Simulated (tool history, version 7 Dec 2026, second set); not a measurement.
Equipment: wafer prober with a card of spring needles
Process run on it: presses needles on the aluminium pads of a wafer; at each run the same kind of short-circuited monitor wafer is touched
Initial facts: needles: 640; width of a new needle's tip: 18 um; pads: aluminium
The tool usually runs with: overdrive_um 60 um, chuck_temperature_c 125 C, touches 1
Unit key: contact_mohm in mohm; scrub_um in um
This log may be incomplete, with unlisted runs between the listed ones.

run   hour  overdrive_um  chuck_temperature_c  touches  contact_mohm  scrub_um
  1    0.0            60                  125        1           289     13.64
       8.9  -- tips cleaned on abrasive film
  2   15.7            60                  125        2           289     13.65
      22.2  -- tips cleaned on abrasive film
  3   25.4            60                  125        2           290     13.60
      35.0  -- tips cleaned on abrasive film
  4   39.6            60                  125        2           288     13.63
      48.0  -- tips cleaned on abrasive film
  5   54.3            60                  125        1           289     13.60
      62.0  -- tips cleaned on abrasive film
  6   68.1            60                  125        1           292     13.58
      75.4  -- tips cleaned on abrasive film
  7   84.0            60                  125        1           290     13.58
      89.5  -- tips cleaned on abrasive film
      98.7  -- height of the first contact set anew
     103.9  -- tips cleaned on abrasive film
  8  103.9            60                  125        1           287     13.60
  9  114.0            60                  125        1           289     13.57
     117.4  -- tips cleaned on abrasive film
     130.0  -- tips cleaned on abrasive film
 10  134.9            60                  125        1           296     13.52
     143.2  -- tips cleaned on abrasive film
 11  149.8            60                  125        1           288     13.50
     156.8  -- tips cleaned on abrasive film
     169.8  -- tips cleaned on abrasive film
 12  170.3            60                  125        1           289     13.50
 13  181.3            60                  125        1           288     13.45

Predict the results of run 14:
     182.5  -- tips cleaned on abrasive film
 14  193.4            60                  125        1             ?         ?

Run 14 came out at contact_mohm 289 mohm, scrub_um 13.47 um.
Minus the tool's unlogged condition, the same run would have read contact_mohm 289 mohm, scrub_um 13.68 um.

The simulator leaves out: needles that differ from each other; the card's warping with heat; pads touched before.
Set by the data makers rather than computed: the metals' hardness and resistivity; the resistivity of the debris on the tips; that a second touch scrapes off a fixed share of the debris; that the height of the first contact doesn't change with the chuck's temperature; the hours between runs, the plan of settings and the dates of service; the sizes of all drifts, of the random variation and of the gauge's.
